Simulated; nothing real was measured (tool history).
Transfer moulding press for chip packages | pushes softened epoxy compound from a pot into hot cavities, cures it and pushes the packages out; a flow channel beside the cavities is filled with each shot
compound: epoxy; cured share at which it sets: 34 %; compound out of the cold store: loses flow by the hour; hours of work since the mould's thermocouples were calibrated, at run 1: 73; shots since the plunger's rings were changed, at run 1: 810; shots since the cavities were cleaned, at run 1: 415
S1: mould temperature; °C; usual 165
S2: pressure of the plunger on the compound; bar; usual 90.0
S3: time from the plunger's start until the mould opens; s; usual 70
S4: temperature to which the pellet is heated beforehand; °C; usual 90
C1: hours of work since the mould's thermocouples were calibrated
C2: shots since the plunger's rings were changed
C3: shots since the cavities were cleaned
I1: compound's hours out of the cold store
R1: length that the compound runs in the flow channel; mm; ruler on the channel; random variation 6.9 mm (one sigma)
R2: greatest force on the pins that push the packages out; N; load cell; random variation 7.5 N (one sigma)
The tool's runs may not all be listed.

{"run": 1, "hour": 0.0, "S1": 165, "S2": 90.0, "S3": 70, "S4": 90, "C1": 73, "C2": 810, "C3": 415, "I1": 8.4, "R1": 857, "R2": 518}
{"run": 2, "hour": 11.9, "S1": 165, "S2": 90.0, "S3": 70, "S4": 90, "C1": 81, "C2": 1000, "C3": 605, "I1": 43.8, "R1": 756, "R2": 493}
{"hour": 25.8, "done": "cavities cleaned with cleaning compound and waxed"}
{"run": 3, "hour": 26.0, "S1": 165, "S2": 90.0, "S3": 70, "S4": 88, "C1": 89, "C2": 1202, "C3": 2, "I1": 13.9, "R1": 841, "R2": 632}
{"run": 4, "hour": 32.7, "S1": 165, "S2": 90.0, "S3": 60, "S4": 90, "C1": 93, "C2": 1309, "C3": 109, "I1": 27.8, "R1": 791, "R2": 866}
{"run": 5, "hour": 38.6, "S1": 165, "S2": 90.0, "S3": 60, "S4": 90, "C1": 97, "C2": 1403, "C3": 203, "I1": 26.6, "R1": 795, "R2": 869}
{"run": 6, "hour": 51.2, "S1": 165, "S2": 90.0, "S3": 60, "S4": 90, "C1": 105, "C2": 1605, "C3": 405, "I1": 40.1, "R1": 767, "R2": 790}
{"run": 7, "hour": 63.3, "S1": 165, "S2": 90.0, "S3": 60, "S4": 90, "C1": 112, "C2": 1800, "C3": 600, "I1": 46.8, "R1": 751, "R2": 782}
{"run": 8, "hour": 72.5, "S1": 165, "S2": 90.0, "S3": 100, "S4": 90, "C1": 118, "C2": 1947, "C3": 747, "I1": 23.4, "R1": 793, "R2": 366}
{"hour": 77.0, "done": "cavities cleaned with cleaning compound and waxed"}
{"hour": 87.1, "done": "cavities cleaned with cleaning compound and waxed, once more"}
{"run": 9, "hour": 87.7, "S1": 165, "S2": 90.0, "S3": 100, "S4": 90, "C1": 126, "C2": 2142, "C3": 10, "I1": 21.8, "R1": 823, "R2": 220}
{"run": 10, "hour": 94.7, "S1": 165, "S2": 90.0, "S3": 70, "S4": 88, "C1": 130, "C2": 2254, "C3": 122, "I1": 18.4, "R1": 822, "R2": 395}
{"run": 11, "hour": 102.6, "S1": 173, "S2": 90.0, "S3": 70, "S4": 90, "C1": 135, "C2": 2381, "C3": 249, "I1": 39.3, "R1": 743, "R2": 291}
{"run": 12, "hour": 114.1, "S1": 165, "S2": 90.0, "S3": 109, "S4": 90, "C1": 142, "C2": 2565, "C3": 433, "I1": 10.3, "R1": 834, "R2": 295}
{"run": 13, "hour": 120.1, "S1": 165, "S2": 90.0, "S3": 109, "S4": 90, "C1": 146, "C2": 2661, "C3": 529, "I1": 37.2, "R1": 752, "R2": 313}
{"run": 14, "hour": 126.6, "S1": 165, "S2": 90.0, "S3": 70, "S4": 90, "C1": 150, "C2": 2764, "C3": 632, "I1": 27.2, "R1": 779, "R2": 529}
{"run": 15, "hour": 133.3, "S1": 165, "S2": 90.0, "S3": 70, "S4": 90, "C1": 154, "C2": 2872, "C3": 740, "I1": 30.5, "R1": 780, "R2": 514}
{"hour": 139.0, "done": "cavities cleaned with cleaning compound and waxed"}
{"run": 16, "hour": 143.8, "S1": 165, "S2": 90.0, "S3": 56, "S4": 90, "C1": 160, "C2": 3017, "C3": 77, "I1": 17.5, "R1": 804, "R2": 668}
{"run": 17, "hour": 149.4, "S1": 165, "S2": 90.0, "S3": 56, "S4": 90, "C1": 163, "C2": 3106, "C3": 166, "I1": 23.1, "R1": 796, "R2": 722}
{"run": 18, "hour": 161.6, "S1": 165, "S2": 90.0, "S3": 56, "S4": 90, "C1": 171, "C2": 3302, "C3": 362, "I1": 47.9, "R1": 728, "R2": 755}
{"run": 19, "hour": 170.0, "S1": 165, "S2": 83.3, "S3": 70, "S4": 90, "C1": 176, "C2": 3436, "C3": 496, "I1": 25.4, "R1": 740, "R2": 477}
{"run": 20, "hour": 181.0, "S1": 165, "S2": 83.3, "S3": 70, "S4": 100, "C1": 183, "C2": 3611, "C3": 671, "I1": 39.8, "R1": 717, "R2": 476}
{"hour": 190.6, "done": "cavities cleaned with cleaning compound and waxed"}
{"run": 21, "hour": 190.9, "S1": 165, "S2": 83.3, "S3": 70, "S4": 100, "C1": 188, "C2": 3747, "C3": 6, "I1": 13.8, "R1": 785, "R2": 321}
{"run": 22, "hour": 198.2, "S1": 157, "S2": 90.0, "S3": 88, "S4": 90, "C1": 193, "C2": 3863, "C3": 122, "I1": 26.7, "R1": 816, "R2": 428}
{"run": 23, "hour": 209.2, "S1": 171, "S2": 93.6, "S3": 52, "S4": 86, "C1": 200, "C2": 4038, "C3": 297, "I1": 25.8, "R1": 763, "R2": 625}
{"run": 24, "hour": 215.8, "S1": 171, "S2": 93.6, "S3": 52, "S4": 86, "C1": 204, "C2": 4144, "C3": 403, "I1": 33.3, "R1": 749, "R2": 671}
{"run": 25, "hour": 224.0, "S1": 165, "S2": 77.7, "S3": 79, "S4": 95, "C1": 209, "C2": 4276, "C3": 535, "I1": 34.9, "R1": 702, "R2": 374}
{"run": 26, "hour": 233.8, "S1": 168, "S2": 68.1, "S3": 84, "S4": 87, "C1": 215, "C2": 4432, "C3": 691, "I1": 35.7, "R1": 646, "R2": 333}
{"run": 27, "hour": 239.8, "S1": 159, "S2": 90.0, "S3": 79, "S4": 80, "C1": 219, "C2": 4529, "C3": 788, "I1": 30.4, "R1": 786, "R2": 647}
{"hour": 241.9, "done": "cavities cleaned with cleaning compound and waxed"}
{"run": 28, "hour": 247.0, "S1": 158, "S2": 90.5, "S3": 80, "S4": 98, "C1": 222, "C2": 4621, "C3": 82, "I1": 14.8, "R1": 834, "R2": 441}

Forecast each of these 4 alternatives for the next run:
{"run": "A", "hour": 257.9, "S1": 158, "S2": 98.5, "S3": 80, "S4": 81, "C1": 229, "C2": 4795, "C3": 256, "I1": 47.6, "R1": "?", "R2": "?"}
{"run": "B", "hour": 257.9, "S1": 160, "S2": 90.5, "S3": 80, "S4": 81, "C1": 229, "C2": 4795, "C3": 256, "I1": 40.2, "R1": "?", "R2": "?"}
{"run": "C", "hour": 257.9, "S1": 165, "S2": 75.4, "S3": 70, "S4": 90, "C1": 229, "C2": 4795, "C3": 256, "I1": 43.4, "R1": "?", "R2": "?"}
{"run": "D", "hour": 257.9, "S1": 165, "S2": 90.0, "S3": 61, "S4": 95, "C1": 229, "C2": 4795, "C3": 256, "I1": 12.9, "R1": "?", "R2": "?"}

run=A R1=785 R2=510
run=B R1=767 R2=464
run=C R1=665 R2=422
run=D R1=791 R2=618
Without the tool's hidden state the same runs would have given:
run=A R1=835 R2=383
run=B R1=816 R2=350
run=C R1=708 R2=316
run=D R1=842 R2=463
